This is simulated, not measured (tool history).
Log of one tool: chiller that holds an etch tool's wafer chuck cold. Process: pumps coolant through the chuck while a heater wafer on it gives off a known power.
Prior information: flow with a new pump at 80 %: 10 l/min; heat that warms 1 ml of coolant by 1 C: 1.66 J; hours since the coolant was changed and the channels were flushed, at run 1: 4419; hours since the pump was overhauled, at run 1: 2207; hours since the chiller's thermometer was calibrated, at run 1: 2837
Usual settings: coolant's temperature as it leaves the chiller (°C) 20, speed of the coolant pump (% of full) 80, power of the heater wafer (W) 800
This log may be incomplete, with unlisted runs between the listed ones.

| run | hour | coolant's temperature as it leaves the chiller (°C) | speed of the coolant pump (% of full) | power of the heater wafer (W) | hours since the coolant was changed and the channels were flushed | hours since the pump was overhauled | hours since the chiller's thermometer was calibrated | chuck's temperature once it has settled (°C) | how much warmer the coolant comes back (C) |
|---|---|---|---|---|---|---|---|---|---|
| 1 | 0.0 | 20 | 80 | 800 | 4419 | 2207 | 2837 | 28.3 | 2.92 |
| 2 | 61.8 | 20 | 80 | 800 | 4481 | 2269 | 2899 | 28.1 | 2.89 |
| 3 | 94.7 | 20 | 80 | 800 | 4513 | 2302 | 2932 | 28.3 | 2.80 |
| 4 | 164.7 | 20 | 80 | 800 | 4583 | 2372 | 3002 | 28.1 | 2.90 |
| 5 | 202.3 | 20 | 80 | 800 | 4621 | 2409 | 3039 | 28.3 | 2.84 |
| 6 | 253.6 | 20 | 80 | 800 | 4672 | 2461 | 3091 | 28.1 | 2.87 |
| 7 | 302.4 | 18 | 80 | 800 | 4721 | 2509 | 3139 | 26.2 | 2.88 |
| 8 | 348.0 | 18 | 76 | 800 | 4767 | 2555 | 3185 | 26.4 | 3.01 |
| 9 | 425.0 | 18 | 76 | 800 | 4844 | 2632 | 3262 | 26.5 | 2.99 |
| 10 | 469.3 | 18 | 76 | 800 | 4888 | 2676 | 3306 | 26.4 | 3.00 |
| 11 | 530.7 | 18 | 76 | 800 | 4949 | 2738 | 3368 | 26.3 | 3.01 |
| 12 | 607.1 | 18 | 76 | 800 | 5026 | 2814 | 3444 | 26.5 | 2.94 |
| 13 | 664.8 | 14 | 76 | 800 | 5084 | 2872 | 3502 | 22.5 | 2.94 |
| 14 | 707.7 | 14 | 76 | 800 | 5126 | 2915 | 3545 | 22.3 | 2.97 |
| 15 | 755.1 | 13 | 80 | 800 | 5174 | 2962 | 3592 | 21.0 | 2.84 |
| 16 | 823.4 | 13 | 80 | 800 | 5242 | 3030 | 3660 | 21.1 | 2.79 |

Estimate the outcome of run 17 from the log above:
| 17 | 901.7 | 15 | 80 | 800 | 5320 | 3109 | 3739 | ? | ? |

chuck's temperature once it has settled (°C): 23.3
how much warmer the coolant comes back (C): 2.83
Minus the tool's unlogged condition, the same run would have read chuck's temperature once it has settled (°C) 23.2, how much warmer the coolant comes back (C) 2.91.
